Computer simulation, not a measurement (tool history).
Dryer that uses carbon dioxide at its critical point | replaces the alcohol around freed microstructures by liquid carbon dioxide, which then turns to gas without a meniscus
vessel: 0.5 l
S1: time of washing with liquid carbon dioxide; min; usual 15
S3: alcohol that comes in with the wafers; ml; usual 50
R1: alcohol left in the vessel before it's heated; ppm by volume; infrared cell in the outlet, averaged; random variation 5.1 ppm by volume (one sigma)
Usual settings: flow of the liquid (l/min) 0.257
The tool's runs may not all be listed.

{"run": 1, "hour": 0.0, "S1": 15, "flow of the liquid (l/min)": 0.257, "S3": 50, "R1": 85}
{"run": 2, "hour": 9.3, "S1": 15, "flow of the liquid (l/min)": 0.257, "S3": 50, "R1": 87}
{"run": 3, "hour": 16.9, "S1": 15, "flow of the liquid (l/min)": 0.257, "S3": 50, "R1": 74}
{"run": 4, "hour": 28.0, "S1": 15, "flow of the liquid (l/min)": 0.257, "S3": 50, "R1": 77}
{"run": 5, "hour": 33.2, "S1": 15, "flow of the liquid (l/min)": 0.257, "S3": 50, "R1": 86}
{"run": 6, "hour": 44.0, "S1": 15, "flow of the liquid (l/min)": 0.257, "S3": 87, "R1": 128}
{"run": 7, "hour": 52.0, "S1": 15, "flow of the liquid (l/min)": 0.257, "S3": 87, "R1": 132}
{"run": 8, "hour": 58.6, "S1": 15, "flow of the liquid (l/min)": 0.257, "S3": 87, "R1": 133}
{"run": 9, "hour": 67.7, "S1": 15, "flow of the liquid (l/min)": 0.257, "S3": 87, "R1": 127}
{"run": 10, "hour": 73.2, "S1": 15, "flow of the liquid (l/min)": 0.257, "S3": 87, "R1": 128}
{"run": 11, "hour": 79.5, "S1": 15, "flow of the liquid (l/min)": 0.257, "S3": 39, "R1": 79}
{"run": 12, "hour": 90.5, "S1": 15, "flow of the liquid (l/min)": 0.257, "S3": 39, "R1": 75}
{"run": 13, "hour": 101.9, "S1": 15, "flow of the liquid (l/min)": 0.257, "S3": 50, "R1": 95}
{"run": 14, "hour": 112.2, "S1": 15, "flow of the liquid (l/min)": 0.257, "S3": 50, "R1": 102}
{"run": 15, "hour": 122.2, "S1": 15, "flow of the liquid (l/min)": 0.257, "S3": 56, "R1": 105}
{"run": 16, "hour": 132.7, "S1": 15, "flow of the liquid (l/min)": 0.257, "S3": 56, "R1": 98}
{"run": 17, "hour": 140.5, "S1": 15, "flow of the liquid (l/min)": 0.155, "S3": 50, "R1": 1196}
{"run": 18, "hour": 153.1, "S1": 15, "flow of the liquid (l/min)": 0.191, "S3": 72, "R1": 617}
{"run": 19, "hour": 165.6, "S1": 23, "flow of the liquid (l/min)": 0.255, "S3": 50, "R1": 32}
{"run": 20, "hour": 178.1, "S1": 15, "flow of the liquid (l/min)": 0.434, "S3": 50, "R1": 33}
{"run": 21, "hour": 189.2, "S1": 15, "flow of the liquid (l/min)": 0.434, "S3": 50, "R1": 29}
{"run": 22, "hour": 196.7, "S1": 11, "flow of the liquid (l/min)": 0.434, "S3": 50, "R1": 67}
{"run": 23, "hour": 207.0, "S1": 10, "flow of the liquid (l/min)": 0.257, "S3": 50, "R1": 800}
{"run": 24, "hour": 219.8, "S1": 10, "flow of the liquid (l/min)": 0.257, "S3": 50, "R1": 770}
{"run": 25, "hour": 225.5, "S1": 10, "flow of the liquid (l/min)": 0.257, "S3": 50, "R1": 800}
{"run": 26, "hour": 231.2, "S1": 13, "flow of the liquid (l/min)": 0.257, "S3": 50, "R1": 211}
{"run": 27, "hour": 241.7, "S1": 16, "flow of the liquid (l/min)": 0.257, "S3": 50, "R1": 83}
{"run": 28, "hour": 254.1, "S1": 16, "flow of the liquid (l/min)": 0.257, "S3": 50, "R1": 80}
{"run": 29, "hour": 260.1, "S1": 16, "flow of the liquid (l/min)": 0.257, "S3": 50, "R1": 83}
{"run": 30, "hour": 265.7, "S1": 16, "flow of the liquid (l/min)": 0.257, "S3": 50, "R1": 87}
{"run": 31, "hour": 275.5, "S1": 16, "flow of the liquid (l/min)": 0.257, "S3": 50, "R1": 88}
{"run": 32, "hour": 283.5, "S1": 17, "flow of the liquid (l/min)": 0.257, "S3": 25, "R1": 60}
{"run": 33, "hour": 294.2, "S1": 17, "flow of the liquid (l/min)": 0.257, "S3": 25, "R1": 51}

3 ways to go on from here, each from the tool as it stands after run 33. What would each give?
{"run": "A", "hour": 304.8, "S1": 17, "flow of the liquid (l/min)": 0.179, "S3": 37, "R1": "?"}
{"run": "B", "hour": 304.8, "S1": 17, "flow of the liquid (l/min)": 0.257, "S3": 29, "R1": "?"}
{"run": "C", "hour": 304.8, "S1": 17, "flow of the liquid (l/min)": 0.187, "S3": 49, "R1": "?"}

run=A R1=292
run=B R1=55
run=C R1=296
Without the tool's hidden state the same runs would have given:
run=A R1=177
run=B R1=5
run=C R1=175
